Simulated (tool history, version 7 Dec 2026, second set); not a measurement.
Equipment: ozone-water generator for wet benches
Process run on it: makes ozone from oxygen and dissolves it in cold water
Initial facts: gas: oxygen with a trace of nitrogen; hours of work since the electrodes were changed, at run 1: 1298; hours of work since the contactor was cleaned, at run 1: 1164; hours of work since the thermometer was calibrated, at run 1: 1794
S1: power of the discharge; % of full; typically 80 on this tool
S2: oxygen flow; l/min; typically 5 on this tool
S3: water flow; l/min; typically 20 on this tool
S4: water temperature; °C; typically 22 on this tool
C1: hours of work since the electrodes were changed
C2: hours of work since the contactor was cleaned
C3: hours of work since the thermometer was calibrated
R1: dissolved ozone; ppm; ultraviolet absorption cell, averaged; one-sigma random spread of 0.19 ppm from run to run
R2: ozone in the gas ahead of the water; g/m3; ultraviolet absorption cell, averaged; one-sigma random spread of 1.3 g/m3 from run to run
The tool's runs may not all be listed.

Run 1, hour 0: usual settings; C1 1298; C2 1164; C3 1794. Result: R1 24 ppm, R2 222.3 g/m3.
Run 2, hour 75.3: usual settings but S4 25 °C; C1 1359; C2 1226; C3 1855. Result: R1 22.7 ppm, R2 219.1 g/m3.
Run 3, hour 148.8: usual settings but S4 25 °C; C1 1419; C2 1285; C3 1915. Result: R1 22.8 ppm, R2 218.8 g/m3.
Run 4, hour 275: usual settings but S4 25 °C; C1 1522; C2 1388; C3 2018. Result: R1 22.4 ppm, R2 216.6 g/m3.
Run 5, hour 393.6: usual settings but S4 25 °C; C1 1619; C2 1485; C3 2115. Result: R1 22.2 ppm, R2 215 g/m3.
Run 6, hour 459.9: usual settings but S4 25 °C; C1 1673; C2 1539; C3 2169. Result: R1 22.3 ppm, R2 216.1 g/m3.
Run 7, hour 544.1: usual settings but S2 6.17 l/min; C1 1741; C2 1608; C3 2237. Result: R1 24.2 ppm, R2 198.1 g/m3.
Run 8, hour 689: usual settings but S2 6.17 l/min; C1 1859; C2 1726; C3 2356. Result: R1 23.8 ppm, R2 197.9 g/m3.
Run 9, hour 819.8: usual settings but S2 6.17 l/min; C1 1966; C2 1832; C3 2462. Result: R1 23.6 ppm, R2 195.3 g/m3.
Run 10, hour 957.2: usual settings; C1 2078; C2 1944; C3 2574. Result: R1 22.5 ppm, R2 208.6 g/m3.
Run 11, hour 1054.5: usual settings but S3 16 l/min; C1 2157; C2 2023; C3 2653. Result: R1 26 ppm, R2 207.7 g/m3.
Run 12, hour 1175.7: usual settings but S3 16 l/min; C1 2256; C2 2122; C3 2752. Result: R1 26.1 ppm, R2 207 g/m3.
Run 13, hour 1316.7: usual settings but S3 16 l/min; C1 2371; C2 2237; C3 2867. Result: R1 25.7 ppm, R2 202.5 g/m3.
Run 14, hour 1450.6: usual settings but S3 16 l/min; C1 2480; C2 2346; C3 2976. Result: R1 25.6 ppm, R2 204.1 g/m3.
Run 15, hour 1590.2: usual settings but S3 16 l/min; C1 2594; C2 2460; C3 3090. Result: R1 25 ppm, R2 202.3 g/m3.
Run 16, hour 1694.3: usual settings but S3 16 l/min; C1 2678; C2 2545; C3 3175. Result: R1 24.7 ppm, R2 200.4 g/m3.
Run 17, hour 1830.2: usual settings but S3 16 l/min; C1 2789; C2 2656; C3 3285. Result: R1 24.2 ppm, R2 200 g/m3.
Run 18, hour 1897.6: usual settings but S3 16 l/min; C1 2844; C2 2710; C3 3340. Result: R1 24.5 ppm, R2 197.3 g/m3.
Run 19, hour 2032.4: usual settings but S1 41 % of full, S2 5.12 l/min, S3 15 l/min, S4 28 °C; C1 2954; C2 2820; C3 3450. Result: R1 16.4 ppm, R2 138.4 g/m3.

Estimate the outcome of run 20 from the log above:
At hour 2153.2: contactor cleaned.
Run 20, hour 2185.9: usual settings but S1 88 % of full, S2 5.12 l/min, S3 31 l/min, S4 29 °C; C1 3076; C2 27; C3 3572. Result: R1 ?, R2 ?.

Logged for run 20: R1 13.9 ppm, R2 200.7 g/m3.
With no hidden state in the tool, this same run would have given R1 17.9 ppm, R2 253.7 g/m3.
